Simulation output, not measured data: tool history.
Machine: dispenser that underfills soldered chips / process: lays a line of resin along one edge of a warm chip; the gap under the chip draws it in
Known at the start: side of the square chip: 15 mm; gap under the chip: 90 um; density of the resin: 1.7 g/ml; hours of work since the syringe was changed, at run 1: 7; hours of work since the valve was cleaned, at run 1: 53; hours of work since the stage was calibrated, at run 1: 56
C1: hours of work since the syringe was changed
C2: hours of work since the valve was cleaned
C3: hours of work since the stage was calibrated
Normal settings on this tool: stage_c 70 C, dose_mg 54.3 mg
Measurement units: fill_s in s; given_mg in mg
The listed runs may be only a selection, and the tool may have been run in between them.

{"run": 1, "hour": 0.0, "stage_c": 70, "dose_mg": 54.3, "C1": 7, "C2": 53, "C3": 56, "fill_s": 232.2, "given_mg": 52.96}
{"hour": 1.2, "done": "new syringe of resin"}
{"run": 2, "hour": 6.2, "stage_c": 70, "dose_mg": 54.3, "C1": 4, "C2": 57, "C3": 60, "fill_s": 196.2, "given_mg": 52.92}
{"hour": 11.6, "done": "new syringe of resin"}
{"run": 3, "hour": 14.3, "stage_c": 70, "dose_mg": 50.9, "C1": 2, "C2": 62, "C3": 66, "fill_s": 185.3, "given_mg": 49.45}
{"run": 4, "hour": 21.3, "stage_c": 70, "dose_mg": 50.9, "C1": 7, "C2": 67, "C3": 71, "fill_s": 237.6, "given_mg": 49.28}
{"hour": 22.4, "done": "new syringe of resin"}
{"hour": 27.0, "done": "dispensing valve cleaned and set on the balance"}
{"run": 5, "hour": 30.5, "stage_c": 70, "dose_mg": 56.5, "C1": 5, "C2": 2, "C3": 76, "fill_s": 208.3, "given_mg": 56.18}
{"hour": 34.0, "done": "new syringe of resin"}
{"run": 6, "hour": 36.3, "stage_c": 70, "dose_mg": 56.5, "C1": 2, "C2": 6, "C3": 80, "fill_s": 181.5, "given_mg": 56.24}
{"run": 7, "hour": 43.0, "stage_c": 70, "dose_mg": 54.3, "C1": 6, "C2": 11, "C3": 85, "fill_s": 226.1, "given_mg": 53.92}
{"hour": 45.0, "done": "new syringe of resin"}
{"run": 8, "hour": 51.7, "stage_c": 69, "dose_mg": 60.1, "C1": 5, "C2": 17, "C3": 91, "fill_s": 217.4, "given_mg": 59.33}
{"hour": 55.6, "done": "new syringe of resin"}
{"run": 9, "hour": 59.9, "stage_c": 59, "dose_mg": 53.0, "C1": 3, "C2": 22, "C3": 96, "fill_s": 308.0, "given_mg": 52.31}
{"hour": 66.0, "done": "new syringe of resin"}
{"run": 10, "hour": 66.8, "stage_c": 59, "dose_mg": 53.0, "C1": 1, "C2": 27, "C3": 101, "fill_s": 283.0, "given_mg": 52.18}
{"hour": 76.7, "done": "new syringe of resin"}
{"run": 11, "hour": 77.0, "stage_c": 79, "dose_mg": 55.2, "C1": 0, "C2": 34, "C3": 108, "fill_s": 107.4, "given_mg": 54.25}

For run 12, what comes out?
{"run": 12, "hour": 83.2, "stage_c": 65, "dose_mg": 65.2, "C1": 5, "C2": 38, "C3": 112, "fill_s": "?", "given_mg": "?"}

{"run 12": {"fill_s": 250.4, "given_mg": 63.84}}
Had the tool carried no hidden state, the very same run would have given fill_s 206.0 s, given_mg 65.19 mg.

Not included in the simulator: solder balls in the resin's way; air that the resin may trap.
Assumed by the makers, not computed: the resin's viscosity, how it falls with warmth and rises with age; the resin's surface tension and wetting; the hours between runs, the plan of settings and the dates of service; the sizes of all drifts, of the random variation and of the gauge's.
